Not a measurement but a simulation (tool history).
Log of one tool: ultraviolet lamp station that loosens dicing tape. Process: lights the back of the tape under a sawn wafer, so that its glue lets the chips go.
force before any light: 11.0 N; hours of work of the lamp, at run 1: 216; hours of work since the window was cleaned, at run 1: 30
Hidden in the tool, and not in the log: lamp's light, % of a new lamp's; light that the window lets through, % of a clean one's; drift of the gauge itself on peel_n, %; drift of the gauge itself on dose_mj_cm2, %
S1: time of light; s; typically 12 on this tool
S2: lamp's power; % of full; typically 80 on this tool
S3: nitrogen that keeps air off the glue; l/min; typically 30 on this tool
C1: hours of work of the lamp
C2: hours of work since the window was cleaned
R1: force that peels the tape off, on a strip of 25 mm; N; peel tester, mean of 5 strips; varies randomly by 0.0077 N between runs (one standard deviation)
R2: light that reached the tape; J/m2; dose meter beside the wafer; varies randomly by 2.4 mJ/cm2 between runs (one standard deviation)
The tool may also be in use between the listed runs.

{"run": 1, "hour": 0.0, "S1": 12, "S2": 80, "S3": 30, "C1": 216, "C2": 30, "R1": 0.363, "R2": 2550}
{"run": 2, "hour": 20.5, "S1": 12, "S2": 80, "S3": 30, "C1": 226, "C2": 40, "R1": 0.364, "R2": 2570}
{"run": 3, "hour": 52.3, "S1": 12, "S2": 80, "S3": 30, "C1": 242, "C2": 56, "R1": 0.362, "R2": 2520}
{"run": 4, "hour": 96.8, "S1": 12, "S2": 80, "S3": 30, "C1": 265, "C2": 79, "R1": 0.394, "R2": 2470}
{"run": 5, "hour": 124.6, "S1": 12, "S2": 80, "S3": 30, "C1": 279, "C2": 93, "R1": 0.381, "R2": 2470}
{"run": 6, "hour": 169.1, "S1": 12, "S2": 80, "S3": 30, "C1": 302, "C2": 116, "R1": 0.428, "R2": 2380}
{"run": 7, "hour": 203.5, "S1": 12, "S2": 80, "S3": 30, "C1": 319, "C2": 133, "R1": 0.426, "R2": 2390}
{"run": 8, "hour": 228.6, "S1": 12, "S2": 80, "S3": 30, "C1": 332, "C2": 146, "R1": 0.413, "R2": 2370}
{"hour": 232.3, "done": "window cleaned of glue's vapour"}
{"run": 9, "hour": 258.8, "S1": 6, "S2": 80, "S3": 18, "C1": 347, "C2": 13, "R1": 2.75, "R2": 1150}
{"run": 10, "hour": 294.6, "S1": 6, "S2": 80, "S3": 18, "C1": 365, "C2": 32, "R1": 2.775, "R2": 1130}
{"run": 11, "hour": 337.9, "S1": 9, "S2": 76, "S3": 60, "C1": 387, "C2": 54, "R1": 0.705, "R2": 1620}
{"run": 12, "hour": 378.5, "S1": 12, "S2": 63, "S3": 30, "C1": 408, "C2": 74, "R1": 0.905, "R2": 1780}
{"hour": 400.9, "done": "window cleaned of glue's vapour, once more"}
{"run": 13, "hour": 418.1, "S1": 10, "S2": 76, "S3": 22, "C1": 428, "C2": 9, "R1": 1.007, "R2": 1950}
{"run": 14, "hour": 452.1, "S1": 14, "S2": 94, "S3": 13, "C1": 445, "C2": 26, "R1": 0.428, "R2": 3330}
{"run": 15, "hour": 499.9, "S1": 14, "S2": 94, "S3": 13, "C1": 470, "C2": 50, "R1": 0.439, "R2": 3250}
{"run": 16, "hour": 521.8, "S1": 12, "S2": 80, "S3": 48, "C1": 481, "C2": 62, "R1": 0.276, "R2": 2410}

How the hidden state differs across the entries between the runs, from the last listed run before each to the first after it:
Between runs 8 and 9: window cleaned of glue's vapour (hour 232.3)
  lamp's light, % of a new lamp's: 91.3 -> 91; light that the window lets through, % of a clean one's: 95.3 -> 92.9
  the result without the hidden state subtracted from the measured one, R1: +0.135 -> +0.602 N; R2: -350 -> -210 J/m2
Between runs 12 and 13: window cleaned of glue's vapour, once more (hour 400.9)
  lamp's light, % of a new lamp's: 89.5 -> 89; light that the window lets through, % of a clean one's: 91.1 -> 99.7
  the result without the hidden state subtracted from the measured one, R1: +0.362 -> +0.250 N; R2: -400 -> -250 J/m2
